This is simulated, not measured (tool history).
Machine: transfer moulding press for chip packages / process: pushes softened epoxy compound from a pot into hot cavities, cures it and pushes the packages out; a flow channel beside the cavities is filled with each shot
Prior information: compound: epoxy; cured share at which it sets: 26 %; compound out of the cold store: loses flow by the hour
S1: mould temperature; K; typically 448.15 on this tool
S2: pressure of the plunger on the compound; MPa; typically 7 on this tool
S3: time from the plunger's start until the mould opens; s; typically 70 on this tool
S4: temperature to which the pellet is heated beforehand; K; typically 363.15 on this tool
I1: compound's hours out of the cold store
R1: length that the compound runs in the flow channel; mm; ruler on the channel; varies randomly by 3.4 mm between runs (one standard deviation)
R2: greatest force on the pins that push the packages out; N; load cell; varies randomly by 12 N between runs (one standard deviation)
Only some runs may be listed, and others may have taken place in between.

run    hour      S1    S2  S3      S4    I1   R1    R2
  1       0  448.15     7  70  363.15  14.3  803   730
         17  -- cavities cleaned with cleaning compound and waxed
       43.1  -- cavities cleaned with cleaning compound and waxed
       71.6  -- cavities cleaned with cleaning compound and waxed
  2    88.3  448.15     7  70  363.15    23  752   770
       98.4  -- cavities cleaned with cleaning compound and waxed
      125.9  -- cavities cleaned with cleaning compound and waxed
  3   132.1  448.15     7  70  363.15  32.2  696   649
      153.5  -- cavities cleaned with cleaning compound and waxed
      172.6  -- mould's thermocouples calibrated
      184.2  -- cavities cleaned with cleaning compound and waxed
  4   184.2  448.15     7  70  363.15  33.6  677   569
      213.4  -- cavities cleaned with cleaning compound and waxed
      240.3  -- cavities cleaned with cleaning compound and waxed
      271.1  -- cavities cleaned with cleaning compound and waxed
  5     272  448.15     7  56  363.15  29.3  681  1116
      300.2  -- cavities cleaned with cleaning compound and waxed
      326.7  -- cavities cleaned with cleaning compound and waxed
        335  -- plunger's sealing rings changed
  6   344.1  448.15     7  70  363.15  42.6  686   707
      355.4  -- cavities cleaned with cleaning compound and waxed
      380.9  -- cavities cleaned with cleaning compound and waxed
      409.6  -- cavities cleaned with cleaning compound and waxed
  7   422.9  448.15  7.25  70  363.15   9.5  836   787
      435.2  -- cavities cleaned with cleaning compound and waxed
      461.4  -- cavities cleaned with cleaning compound and waxed
  8   470.7  448.15     7  70  372.15  10.5  797   655
      487.6  -- cavities cleaned with cleaning compound and waxed
      516.9  -- cavities cleaned with cleaning compound and waxed
      544.6  -- cavities cleaned with cleaning compound and waxed
        552  -- cavities cleaned with cleaning compound and waxed, once more
  9   559.9  448.15     7  70  372.15  14.7  756   667
      578.5  -- cavities cleaned with cleaning compound and waxed
      606.3  -- cavities cleaned with cleaning compound and waxed
 10   618.9  448.15     7  70  363.15  21.7  707   731
      635.9  -- cavities cleaned with cleaning compound and waxed
      667.7  -- plunger's sealing rings changed
      669.2  -- cavities cleaned with cleaning compound and waxed
 11   678.6  448.15     7  70  363.15  27.9  746   685
        697  -- cavities cleaned with cleaning compound and waxed
      726.1  -- cavities cleaned with cleaning compound and waxed
 12   740.1  448.15     7  70  363.15  24.1  749   734
      753.3  -- cavities cleaned with cleaning compound and waxed
      769.5  -- mould's thermocouples calibrated
      782.7  -- cavities cleaned with cleaning compound and waxed
        813  -- cavities cleaned with cleaning compound and waxed
 13     813  448.15  8.32  70  369.15  23.7  798   579
      839.1  -- cavities cleaned with cleaning compound and waxed
      866.1  -- cavities cleaned with cleaning compound and waxed
 14     881  448.15  8.32  70  369.15  32.7  737   786
        893  -- cavities cleaned with cleaning compound and waxed
      922.3  -- cavities cleaned with cleaning compound and waxed
 15   937.9  448.15  8.32  73  369.15  26.4  756   712
      951.2  -- cavities cleaned with cleaning compound and waxed
      980.1  -- cavities cleaned with cleaning compound and waxed
     1001.9  -- plunger's sealing rings changed
     1008.2  -- cavities cleaned with cleaning compound and waxed
 16  1027.8  448.15   7.8  73  369.15  10.2  869   761
     1035.2  -- cavities cleaned with cleaning compound and waxed
       1065  -- cavities cleaned with cleaning compound and waxed
     1092.4  -- cavities cleaned with cleaning compound and waxed
 17  1107.2  448.15  8.22  73  366.15  11.7  865   689
     1120.4  -- cavities cleaned with cleaning compound and waxed
     1145.7  -- cavities cleaned with cleaning compound and waxed
     1176.3  -- cavities cleaned with cleaning compound and waxed
 18  1179.6  448.15  8.22  73  366.15  35.3  735   545
     1203.3  -- cavities cleaned with cleaning compound and waxed
     1229.4  -- cavities cleaned with cleaning compound and waxed
     1257.7  -- cavities cleaned with cleaning compound and waxed
 19  1272.5  448.15  8.22  85  370.15  12.6  816   559
     1284.2  -- cavities cleaned with cleaning compound and waxed
     1313.1  -- cavities cleaned with cleaning compound and waxed
     1330.9  -- plunger's sealing rings changed
 20  1331.8  456.15   6.8  91  363.15  26.6  726   520
       1344  -- cavities cleaned with cleaning compound and waxed
     1361.5  -- mould's thermocouples calibrated
     1372.4  -- cavities cleaned with cleaning compound and waxed
     1402.1  -- cavities cleaned with cleaning compound and waxed
 21    1423  453.15  7.14  70  368.15  20.9  759   675
     1430.4  -- cavities cleaned with cleaning compound and waxed
       1457  -- cavities cleaned with cleaning compound and waxed
 22  1465.6  453.15  7.14  70  368.15  11.7  790   563
     1484.6  -- cavities cleaned with cleaning compound and waxed
     1514.4  -- cavities cleaned with cleaning compound and waxed
     1543.6  -- cavities cleaned with cleaning compound and waxed
 23  1546.6  453.15  7.14  70  368.15  32.9  675   478

4 ways to go on from here, each from the tool as it stands after run 23. What would each give?
     1571.5  -- cavities cleaned with cleaning compound and waxed
     1599.4  -- cavities cleaned with cleaning compound and waxed
  A  1618.8  453.15  7.14  54  356.15  32.4   ?   ?
     1571.5  -- cavities cleaned with cleaning compound and waxed
     1599.4  -- cavities cleaned with cleaning compound and waxed
  B  1618.8  453.15  7.83  67  364.15  20.6   ?   ?
     1571.5  -- cavities cleaned with cleaning compound and waxed
     1599.4  -- cavities cleaned with cleaning compound and waxed
  C  1618.8  448.15     7  80  359.15  45.6   ?   ?
     1571.5  -- cavities cleaned with cleaning compound and waxed
     1599.4  -- cavities cleaned with cleaning compound and waxed
  D  1618.8  444.15  5.22  70  368.15  43.6   ?   ?

run   R1    R2
  A  666  1267
  B  744   701
  C  616   653
  D  540   980
What these runs would have given with no unlogged condition in the tool:
run   R1   R2
  A  726  904
  B  811  500
  C  671  465
  D  589  698

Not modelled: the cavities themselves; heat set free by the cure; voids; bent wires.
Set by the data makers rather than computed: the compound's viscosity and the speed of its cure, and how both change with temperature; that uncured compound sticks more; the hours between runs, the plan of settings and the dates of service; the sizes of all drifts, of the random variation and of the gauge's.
